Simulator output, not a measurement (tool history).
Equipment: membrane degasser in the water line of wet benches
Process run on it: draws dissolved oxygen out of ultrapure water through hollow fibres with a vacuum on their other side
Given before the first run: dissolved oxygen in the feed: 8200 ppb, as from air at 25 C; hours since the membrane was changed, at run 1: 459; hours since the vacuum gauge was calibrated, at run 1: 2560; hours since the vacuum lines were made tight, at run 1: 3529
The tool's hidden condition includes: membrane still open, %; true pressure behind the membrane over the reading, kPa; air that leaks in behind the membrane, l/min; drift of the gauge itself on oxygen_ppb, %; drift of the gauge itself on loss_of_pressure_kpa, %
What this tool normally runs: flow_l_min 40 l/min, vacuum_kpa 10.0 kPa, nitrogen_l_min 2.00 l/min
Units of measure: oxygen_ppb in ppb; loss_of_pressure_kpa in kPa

run	hour	flow_l_min	vacuum_kpa	nitrogen_l_min	hours since the membrane was changed	hours since the vacuum gauge was calibrated	hours since the vacuum lines were made tight	oxygen_ppb	loss_of_pressure_kpa
1	0.0	40	10.0	2.00	459	2560	3529	327.5	58.34
2	98.0	40	10.0	2.00	557	2658	3627	327.4	58.42
3	200.1	40	10.0	2.00	659	2760	3729	326.9	58.26
4	319.3	40	10.0	2.00	778	2879	3848	329.2	58.49
5	372.2	40	10.0	2.00	831	2932	3901	328.4	58.78
6	464.8	40	10.0	4.19	923	3024	3994	183.4	58.72
7	581.6	40	10.0	4.19	1040	3141	4111	184.5	58.84
8	665.9	47	19.1	5.70	1124	3225	4195	354.3	69.18
9	772.0	40	17.8	2.03	1231	3332	4301	638.8	58.97
10	845.2	40	17.8	2.03	1304	3405	4374	635.2	58.83

Predict each of these 4 candidate next runs independently; none follows another, all start after run 10:
A	950.0	54	6.3	2.21	1409	3509	4479	?	?
B	950.0	27	17.8	1.70	1409	3509	4479	?	?
C	950.0	40	14.5	2.00	1409	3509	4479	?	?
D	950.0	40	20.3	5.26	1409	3509	4479	?	?

run	oxygen_ppb	loss_of_pressure_kpa
A	242.4	80.10
B	520.2	39.68
C	517.0	58.77
D	335.0	59.13
With no hidden state in the tool, these same runs would have given:
run	oxygen_ppb	loss_of_pressure_kpa
A	225.2	78.64
B	506.9	38.94
C	502.9	57.69
D	325.7	58.05
